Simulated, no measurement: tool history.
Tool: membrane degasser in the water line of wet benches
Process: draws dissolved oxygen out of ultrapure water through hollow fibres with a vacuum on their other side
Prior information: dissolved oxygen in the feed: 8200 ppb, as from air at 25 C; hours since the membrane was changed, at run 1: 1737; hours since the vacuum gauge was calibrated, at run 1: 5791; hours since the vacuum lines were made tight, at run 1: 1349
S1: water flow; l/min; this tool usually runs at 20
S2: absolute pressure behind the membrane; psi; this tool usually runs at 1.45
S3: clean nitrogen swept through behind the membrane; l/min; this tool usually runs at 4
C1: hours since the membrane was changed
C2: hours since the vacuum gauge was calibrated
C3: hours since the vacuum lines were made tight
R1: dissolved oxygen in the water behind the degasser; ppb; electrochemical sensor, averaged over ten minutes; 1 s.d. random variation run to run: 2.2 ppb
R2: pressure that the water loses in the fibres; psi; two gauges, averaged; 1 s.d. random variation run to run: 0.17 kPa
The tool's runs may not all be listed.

{"run": 1, "hour": 0.0, "S1": 20, "S2": 1.45, "S3": 4, "C1": 1737, "C2": 5791, "C3": 1349, "R1": 228, "R2": 4.268}
{"run": 2, "hour": 70.2, "S1": 20, "S2": 2.07, "S3": 4, "C1": 1807, "C2": 5861, "C3": 1419, "R1": 272.1, "R2": 4.253}
{"run": 3, "hour": 157.0, "S1": 20, "S2": 1.45, "S3": 4, "C1": 1894, "C2": 5948, "C3": 1506, "R1": 220.2, "R2": 4.266}
{"run": 4, "hour": 243.9, "S1": 15, "S2": 1.45, "S3": 4, "C1": 1980, "C2": 6035, "C3": 1593, "R1": 116.4, "R2": 3.176}
{"run": 5, "hour": 331.4, "S1": 20, "S2": 1.45, "S3": 2, "C1": 2068, "C2": 6122, "C3": 1680, "R1": 299.1, "R2": 4.241}
{"run": 6, "hour": 412.7, "S1": 20, "S2": 1.45, "S3": 4, "C1": 2149, "C2": 6204, "C3": 1762, "R1": 222.6, "R2": 4.247}
{"run": 7, "hour": 475.0, "S1": 20, "S2": 1.45, "S3": 4, "C1": 2211, "C2": 6266, "C3": 1824, "R1": 226.6, "R2": 4.215}
{"run": 8, "hour": 556.5, "S1": 20, "S2": 1.45, "S3": 4, "C1": 2293, "C2": 6347, "C3": 1906, "R1": 228.1, "R2": 4.283}
{"run": 9, "hour": 610.5, "S1": 20, "S2": 1.45, "S3": 4, "C1": 2347, "C2": 6401, "C3": 1960, "R1": 224.1, "R2": 4.247}
{"run": 10, "hour": 692.9, "S1": 20, "S2": 1.45, "S3": 4, "C1": 2429, "C2": 6484, "C3": 2042, "R1": 223.9, "R2": 4.279}
{"run": 11, "hour": 734.2, "S1": 20, "S2": 1.45, "S3": 4, "C1": 2471, "C2": 6525, "C3": 2083, "R1": 227, "R2": 4.221}
{"run": 12, "hour": 814.1, "S1": 20, "S2": 1.45, "S3": 4, "C1": 2551, "C2": 6605, "C3": 2163, "R1": 227.6, "R2": 4.251}
{"run": 13, "hour": 879.8, "S1": 20, "S2": 3.54, "S3": 4, "C1": 2616, "C2": 6671, "C3": 2229, "R1": 395.3, "R2": 4.273}
{"run": 14, "hour": 926.6, "S1": 20, "S2": 3.54, "S3": 4, "C1": 2663, "C2": 6718, "C3": 2276, "R1": 393.3, "R2": 4.215}
{"run": 15, "hour": 993.2, "S1": 20, "S2": 1.45, "S3": 4, "C1": 2730, "C2": 6784, "C3": 2342, "R1": 225.9, "R2": 4.273}
{"run": 16, "hour": 1040.0, "S1": 20, "S2": 1.45, "S3": 4, "C1": 2777, "C2": 6831, "C3": 2389, "R1": 225.2, "R2": 4.267}
{"run": 17, "hour": 1128.4, "S1": 20, "S2": 1.39, "S3": 4, "C1": 2865, "C2": 6919, "C3": 2477, "R1": 224, "R2": 4.251}
{"run": 18, "hour": 1205.8, "S1": 19, "S2": 1.89, "S3": 1.97, "C1": 2942, "C2": 6997, "C3": 2555, "R1": 343.7, "R2": 4.052}
{"run": 19, "hour": 1257.1, "S1": 19, "S2": 1.23, "S3": 1.8, "C1": 2994, "C2": 7048, "C3": 2606, "R1": 253.5, "R2": 4.044}
{"run": 20, "hour": 1297.8, "S1": 13, "S2": 2.31, "S3": 1.71, "C1": 3034, "C2": 7089, "C3": 2647, "R1": 256.6, "R2": 2.788}
{"run": 21, "hour": 1365.2, "S1": 20, "S2": 1.57, "S3": 4.8, "C1": 3102, "C2": 7156, "C3": 2714, "R1": 224.5, "R2": 4.287}
{"run": 22, "hour": 1414.2, "S1": 20, "S2": 1.57, "S3": 4.8, "C1": 3151, "C2": 7205, "C3": 2763, "R1": 227.5, "R2": 4.212}
{"run": 23, "hour": 1470.2, "S1": 17, "S2": 1.45, "S3": 3.67, "C1": 3207, "C2": 7261, "C3": 2819, "R1": 166.4, "R2": 3.64}
{"run": 24, "hour": 1510.2, "S1": 26, "S2": 0.88, "S3": 2.12, "C1": 3247, "C2": 7301, "C3": 2859, "R1": 390.6, "R2": 5.581}
{"hour": 1567.9, "done": "vacuum gauge calibrated"}
{"run": 25, "hour": 1581.3, "S1": 26, "S2": 0.88, "S3": 2.12, "C1": 3317, "C2": 13, "C3": 2930, "R1": 383.4, "R2": 5.571}
{"run": 26, "hour": 1644.4, "S1": 23, "S2": 0.88, "S3": 7.33, "C1": 3380, "C2": 76, "C3": 2993, "R1": 241.6, "R2": 4.936}
{"run": 27, "hour": 1706.7, "S1": 17, "S2": 0.88, "S3": 8.83, "C1": 3443, "C2": 139, "C3": 3055, "R1": 99.6, "R2": 3.598}
{"run": 28, "hour": 1773.3, "S1": 17, "S2": 0.88, "S3": 8.83, "C1": 3509, "C2": 205, "C3": 3122, "R1": 100.1, "R2": 3.656}
{"run": 29, "hour": 1853.6, "S1": 21, "S2": 1.81, "S3": 3.71, "C1": 3590, "C2": 286, "C3": 3202, "R1": 296.2, "R2": 4.47}
{"run": 30, "hour": 1891.2, "S1": 20, "S2": 1.1, "S3": 9.82, "C1": 3627, "C2": 323, "C3": 3240, "R1": 169.1, "R2": 4.264}
{"run": 31, "hour": 1926.9, "S1": 32, "S2": 1.86, "S3": 1.7, "C1": 3663, "C2": 359, "C3": 3275, "R1": 851, "R2": 6.876}
{"run": 32, "hour": 1972.7, "S1": 17, "S2": 1.02, "S3": 3.53, "C1": 3709, "C2": 405, "C3": 3321, "R1": 133, "R2": 3.626}
{"run": 33, "hour": 2012.9, "S1": 24, "S2": 3.16, "S3": 4.21, "C1": 3749, "C2": 445, "C3": 3361, "R1": 483.4, "R2": 5.1}

Forecast each of these 3 alternatives for the next run:
{"run": "A", "hour": 2074.6, "S1": 25, "S2": 1.97, "S3": 4, "C1": 3811, "C2": 507, "C3": 3423, "R1": "?", "R2": "?"}
{"run": "B", "hour": 2074.6, "S1": 29, "S2": 3.16, "S3": 4.21, "C1": 3811, "C2": 507, "C3": 3423, "R1": "?", "R2": "?"}
{"run": "C", "hour": 2074.6, "S1": 17, "S2": 3.58, "S3": 3.18, "C1": 3811, "C2": 507, "C3": 3423, "R1": "?", "R2": "?"}

run=A R1=430.6 R2=5.361
run=B R1=671.5 R2=6.199
run=C R1=357.7 R2=3.697
The same runs, with their run-to-run variation unchanged, on a tool lacking any hidden condition would have given:
run=A R1=407 R2=5.237
run=B R1=641.8 R2=6.055
run=C R1=342.5 R2=3.613

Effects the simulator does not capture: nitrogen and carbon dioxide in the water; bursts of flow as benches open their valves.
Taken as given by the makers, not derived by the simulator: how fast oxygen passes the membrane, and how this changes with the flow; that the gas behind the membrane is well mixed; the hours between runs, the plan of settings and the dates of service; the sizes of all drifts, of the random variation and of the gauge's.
